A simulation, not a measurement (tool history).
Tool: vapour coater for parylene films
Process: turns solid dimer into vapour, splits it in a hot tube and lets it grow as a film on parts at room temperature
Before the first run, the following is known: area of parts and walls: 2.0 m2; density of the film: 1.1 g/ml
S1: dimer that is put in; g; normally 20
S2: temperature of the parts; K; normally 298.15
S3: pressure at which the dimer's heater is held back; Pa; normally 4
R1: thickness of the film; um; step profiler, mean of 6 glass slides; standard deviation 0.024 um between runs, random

{"run": 1, "hour": 0.0, "S1": 20, "S2": 298.15, "S3": 4, "R1": 6.37}
{"run": 2, "hour": 9.6, "S1": 20, "S2": 298.15, "S3": 7.2, "R1": 6.04}
{"run": 3, "hour": 25.9, "S1": 20, "S2": 298.15, "S3": 7.2, "R1": 5.97}
{"run": 4, "hour": 34.2, "S1": 20, "S2": 298.15, "S3": 3.73, "R1": 6.34}
{"run": 5, "hour": 44.8, "S1": 20, "S2": 298.15, "S3": 3.73, "R1": 6.37}
{"run": 6, "hour": 60.2, "S1": 20, "S2": 298.15, "S3": 3.73, "R1": 6.37}
{"run": 7, "hour": 72.4, "S1": 14, "S2": 298.15, "S3": 4, "R1": 4.4}
{"run": 8, "hour": 88.7, "S1": 14, "S2": 298.15, "S3": 4, "R1": 4.39}
{"run": 9, "hour": 102.3, "S1": 14, "S2": 303.15, "S3": 4, "R1": 3.62}
{"run": 10, "hour": 110.2, "S1": 14, "S2": 303.15, "S3": 4, "R1": 3.62}
{"run": 11, "hour": 118.8, "S1": 14, "S2": 303.15, "S3": 4, "R1": 3.6}
{"run": 12, "hour": 132.2, "S1": 14, "S2": 303.15, "S3": 4, "R1": 3.64}
{"run": 13, "hour": 143.2, "S1": 14, "S2": 303.15, "S3": 4, "R1": 3.6}
{"run": 14, "hour": 154.3, "S1": 14, "S2": 303.15, "S3": 4, "R1": 3.59}
{"run": 15, "hour": 165.4, "S1": 14, "S2": 303.15, "S3": 4, "R1": 3.56}
{"run": 16, "hour": 177.8, "S1": 14, "S2": 303.15, "S3": 4, "R1": 3.57}
{"run": 17, "hour": 187.3, "S1": 14, "S2": 303.15, "S3": 4, "R1": 3.58}
{"run": 18, "hour": 196.6, "S1": 20, "S2": 298.15, "S3": 4, "R1": 6.15}
{"run": 19, "hour": 210.7, "S1": 20, "S2": 298.15, "S3": 4, "R1": 6.11}
{"run": 20, "hour": 222.8, "S1": 20, "S2": 298.15, "S3": 5.55, "R1": 5.91}
{"run": 21, "hour": 233.6, "S1": 20, "S2": 295.15, "S3": 4, "R1": 6.82}
{"run": 22, "hour": 241.8, "S1": 20, "S2": 295.15, "S3": 4, "R1": 6.83}
{"run": 23, "hour": 252.8, "S1": 25, "S2": 294.15, "S3": 4, "R1": 8.82}
{"run": 24, "hour": 260.2, "S1": 26, "S2": 301.15, "S3": 4.74, "R1": 6.97}
{"run": 25, "hour": 271.7, "S1": 26, "S2": 301.15, "S3": 4.74, "R1": 6.92}
{"run": 26, "hour": 286.5, "S1": 8, "S2": 305.15, "S3": 2.83, "R1": 1.92}
{"run": 27, "hour": 300.1, "S1": 8, "S2": 305.15, "S3": 2.83, "R1": 1.9}
{"run": 28, "hour": 306.9, "S1": 8, "S2": 305.15, "S3": 2.83, "R1": 1.91}
{"run": 29, "hour": 316.8, "S1": 8, "S2": 298.15, "S3": 2.83, "R1": 2.49}
{"run": 30, "hour": 332.0, "S1": 8, "S2": 298.15, "S3": 2.83, "R1": 2.47}
{"run": 31, "hour": 341.5, "S1": 20, "S2": 297.15, "S3": 3.43, "R1": 6.29}
{"run": 32, "hour": 348.7, "S1": 20, "S2": 297.15, "S3": 3.43, "R1": 6.22}
{"hour": 361.9, "done": "trap's valve overhauled"}
{"run": 33, "hour": 362.4, "S1": 32, "S2": 291.15, "S3": 3.92, "R1": 13.59}
{"run": 34, "hour": 375.1, "S1": 9, "S2": 300.15, "S3": 2.64, "R1": 2.82}
{"run": 35, "hour": 385.0, "S1": 9, "S2": 300.15, "S3": 2.64, "R1": 2.81}
{"run": 36, "hour": 394.4, "S1": 20, "S2": 295.15, "S3": 4, "R1": 7.28}
{"run": 37, "hour": 402.7, "S1": 35, "S2": 292.15, "S3": 4.29, "R1": 14.03}
{"run": 38, "hour": 414.3, "S1": 34, "S2": 299.15, "S3": 4, "R1": 10.5}
{"run": 39, "hour": 430.5, "S1": 24, "S2": 297.15, "S3": 3.06, "R1": 8.23}

3 options for the next run, each taken on its own from the tool as it stands now. Forecast them:
{"run": "A", "hour": 442.9, "S1": 20, "S2": 298.15, "S3": 5.76, "R1": "?"}
{"run": "B", "hour": 442.9, "S1": 24, "S2": 302.15, "S3": 7.83, "R1": "?"}
{"run": "C", "hour": 442.9, "S1": 9, "S2": 297.15, "S3": 6.3, "R1": "?"}

run=A R1=6.21
run=B R1=6.2
run=C R1=2.87
What these runs would have given with no unlogged condition in the tool:
run=A R1=6.24
run=B R1=6.22
run=C R1=2.88

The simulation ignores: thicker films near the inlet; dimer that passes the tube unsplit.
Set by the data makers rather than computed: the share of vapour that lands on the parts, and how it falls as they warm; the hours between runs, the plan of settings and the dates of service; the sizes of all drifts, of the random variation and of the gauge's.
